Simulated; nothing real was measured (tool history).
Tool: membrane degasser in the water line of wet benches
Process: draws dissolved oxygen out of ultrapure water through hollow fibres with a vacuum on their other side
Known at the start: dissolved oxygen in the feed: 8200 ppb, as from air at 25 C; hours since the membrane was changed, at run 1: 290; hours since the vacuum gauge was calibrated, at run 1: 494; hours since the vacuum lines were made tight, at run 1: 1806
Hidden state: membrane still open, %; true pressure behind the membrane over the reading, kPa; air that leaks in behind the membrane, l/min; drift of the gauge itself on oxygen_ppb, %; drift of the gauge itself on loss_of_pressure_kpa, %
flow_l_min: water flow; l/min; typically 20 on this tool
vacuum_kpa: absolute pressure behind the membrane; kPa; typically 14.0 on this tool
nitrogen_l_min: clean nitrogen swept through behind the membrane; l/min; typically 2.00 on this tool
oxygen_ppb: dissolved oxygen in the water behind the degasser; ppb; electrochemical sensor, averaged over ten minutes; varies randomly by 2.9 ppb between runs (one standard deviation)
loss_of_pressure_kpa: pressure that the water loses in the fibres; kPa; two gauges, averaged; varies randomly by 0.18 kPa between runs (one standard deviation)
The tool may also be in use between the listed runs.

| run | hour | flow_l_min | vacuum_kpa | nitrogen_l_min | hours since the membrane was changed | hours since the vacuum gauge was calibrated | hours since the vacuum lines were made tight | oxygen_ppb | loss_of_pressure_kpa |
|---|---|---|---|---|---|---|---|---|---|
| 1 | 0.0 | 20 | 14.0 | 2.00 | 290 | 494 | 1806 | 290.2 | 34.08 |
| 2 | 71.7 | 20 | 25.6 | 2.00 | 362 | 566 | 1877 | 536.8 | 33.77 |
| 3 | 161.7 | 20 | 25.6 | 4.55 | 452 | 656 | 1967 | 279.7 | 33.78 |
| 4 | 299.0 | 20 | 25.6 | 4.55 | 589 | 793 | 2105 | 278.8 | 33.88 |
| 5 | 403.0 | 18 | 14.0 | 2.00 | 693 | 897 | 2209 | 254.6 | 30.68 |
| 6 | 463.0 | 20 | 14.0 | 1.63 | 753 | 957 | 2269 | 338.3 | 33.76 |
| 7 | 603.5 | 20 | 14.0 | 1.63 | 894 | 1097 | 2409 | 343.9 | 33.93 |
| 8 | 706.4 | 20 | 14.0 | 1.63 | 997 | 1200 | 2512 | 337.2 | 34.08 |
| 9 | 808.1 | 20 | 14.0 | 1.63 | 1098 | 1302 | 2614 | 342.5 | 33.73 |
| 10 | 935.0 | 20 | 14.0 | 1.63 | 1225 | 1429 | 2741 | 343.6 | 33.68 |
| 11 | 1036.2 | 20 | 14.0 | 2.00 | 1326 | 1530 | 2842 | 291.6 | 33.93 |
| 12 | 1154.4 | 20 | 14.0 | 2.00 | 1445 | 1648 | 2960 | 291.6 | 33.72 |
| 13 | 1250.0 | 13 | 14.0 | 2.00 | 1540 | 1744 | 3056 | 173.9 | 21.96 |
| 14 | 1352.2 | 20 | 14.0 | 1.31 | 1642 | 1846 | 3158 | 412.7 | 34.14 |
| 15 | 1452.1 | 23 | 22.3 | 5.75 | 1742 | 1946 | 3258 | 252.3 | 38.99 |
| 16 | 1564.2 | 23 | 22.9 | 5.60 | 1854 | 2058 | 3370 | 263.9 | 39.03 |
| 17 | 1644.3 | 19 | 11.9 | 4.92 | 1934 | 2138 | 3450 | 121.1 | 31.89 |
| 18 | 1733.2 | 31 | 18.8 | 0.84 | 2023 | 2227 | 3539 | 1187.1 | 52.61 |
| 19 | 1818.7 | 31 | 18.8 | 0.84 | 2109 | 2313 | 3624 | 1176.7 | 52.51 |
| 20 | 1951.8 | 20 | 20.7 | 2.00 | 2242 | 2446 | 3758 | 430.2 | 33.71 |
| 21 | 2093.8 | 20 | 20.7 | 2.00 | 2384 | 2588 | 3900 | 438.1 | 33.60 |
| 22 | 2194.4 | 20 | 20.7 | 2.00 | 2485 | 2688 | 4000 | 444.0 | 33.63 |
| 23 | 2263.0 | 20 | 28.9 | 4.22 | 2553 | 2757 | 4069 | 332.6 | 33.57 |
| 24 | 2340.9 | 14 | 14.0 | 1.98 | 2631 | 2835 | 4147 | 192.5 | 23.41 |
| 25 | 2479.1 | 20 | 14.0 | 4.90 | 2769 | 2973 | 4285 | 151.8 | 33.93 |

Each row is a separate what-if for the run after 25, all from the same tool condition, not one after another. Results?
| A | 2589.7 | 22 | 17.8 | 3.23 | 2880 | 3083 | 4395 | ? | ? |
| B | 2589.7 | 22 | 34.3 | 1.58 | 2880 | 3083 | 4395 | ? | ? |
| C | 2589.7 | 15 | 34.2 | 4.16 | 2880 | 3083 | 4395 | ? | ? |

| run | oxygen_ppb | loss_of_pressure_kpa |
|---|---|---|
| A | 294.0 | 37.41 |
| B | 947.1 | 37.49 |
| C | 280.1 | 25.03 |
What these runs would have given with no unlogged condition in the tool:
| run | oxygen_ppb | loss_of_pressure_kpa |
|---|---|---|
| A | 293.8 | 37.40 |
| B | 946.7 | 37.48 |
| C | 279.9 | 25.02 |
